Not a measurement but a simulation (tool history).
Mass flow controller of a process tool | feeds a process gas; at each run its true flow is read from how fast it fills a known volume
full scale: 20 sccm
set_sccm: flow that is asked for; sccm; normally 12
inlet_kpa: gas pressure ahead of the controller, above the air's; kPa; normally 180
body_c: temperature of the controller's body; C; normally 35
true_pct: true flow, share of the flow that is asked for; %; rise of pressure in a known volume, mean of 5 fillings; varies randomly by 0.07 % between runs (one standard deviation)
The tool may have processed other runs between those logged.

Run 1, day 0: usual settings. Result: true_pct 98.43 %.
Run 2, day 3.112: usual settings. Result: true_pct 98.3 %.
Run 3, day 5.071: usual settings. Result: true_pct 98.49 %.
Run 4, day 7.075: usual settings. Result: true_pct 98.44 %.
Run 5, day 10.321: usual settings but inlet_kpa 186 kPa. Result: true_pct 98.34 %.
Run 6, day 12.796: usual settings but set_sccm 3 sccm. Result: true_pct 95.71 %.
Run 7, day 14.804: usual settings but set_sccm 3 sccm. Result: true_pct 95.74 %.
Run 8, day 17.633: usual settings but set_sccm 3 sccm. Result: true_pct 95.64 %.
Run 9, day 19.904: usual settings but set_sccm 15 sccm. Result: true_pct 98.99 %.
Run 10, day 22.038: usual settings but set_sccm 10 sccm. Result: true_pct 98.01 %.
Run 11, day 25.354: usual settings but body_c 26 C. Result: true_pct 99.37 %.
Run 12, day 27.562: usual settings but body_c 26 C. Result: true_pct 99.25 %.
Run 13, day 29.988: usual settings. Result: true_pct 98.41 %.
Run 14, day 33.875: usual settings but set_sccm 2 sccm, inlet_kpa 279 kPa, body_c 33 C. Result: true_pct 94.12 %.
Run 15, day 36.683: usual settings but set_sccm 8 sccm, inlet_kpa 221 kPa, body_c 39 C. Result: true_pct 96.98 %.
Run 16, day 39.675: usual settings but inlet_kpa 172 kPa, body_c 26 C. Result: true_pct 99.55 %.
Run 17, day 42.375: usual settings but inlet_kpa 172 kPa, body_c 26 C. Result: true_pct 99.39 %.
Run 18, day 44.529: usual settings but inlet_kpa 172 kPa, body_c 26 C. Result: true_pct 99.45 %.
Run 19, day 48.15: usual settings but set_sccm 15 sccm, body_c 27 C. Result: true_pct 100.02 %.
Run 20, day 50.042: usual settings but set_sccm 3 sccm, inlet_kpa 273 kPa, body_c 23 C. Result: true_pct 96.23 %.
Run 21, day 51.912: usual settings but inlet_kpa 173 kPa, body_c 34 C. Result: true_pct 98.63 %.
Run 22, day 54.571: usual settings but inlet_kpa 173 kPa, body_c 34 C. Result: true_pct 98.64 %.
Run 23, day 57.208: usual settings but inlet_kpa 173 kPa, body_c 34 C. Result: true_pct 98.74 %.
Run 24, day 59.408: usual settings but inlet_kpa 173 kPa, body_c 34 C. Result: true_pct 98.71 %.
Run 25, day 61.15: usual settings but inlet_kpa 173 kPa, body_c 34 C. Result: true_pct 98.74 %.

Predict each of these 3 candidate next runs independently; none follows another, all start after run 25:
Run A, day 64.233: usual settings but set_sccm 7 sccm, inlet_kpa 242 kPa, body_c 23 C. Result: true_pct ?.
Run B, day 64.233: usual settings but inlet_kpa 259 kPa, body_c 24 C. Result: true_pct ?.
Run C, day 64.233: usual settings but set_sccm 8 sccm, inlet_kpa 173 kPa, body_c 32 C. Result: true_pct ?.

run  true_pct
  A     98.36
  B     99.43
  C     98.02
What these runs would have given with no unlogged condition in the tool:
run  true_pct
  A     98.07
  B     98.73
  C      97.6
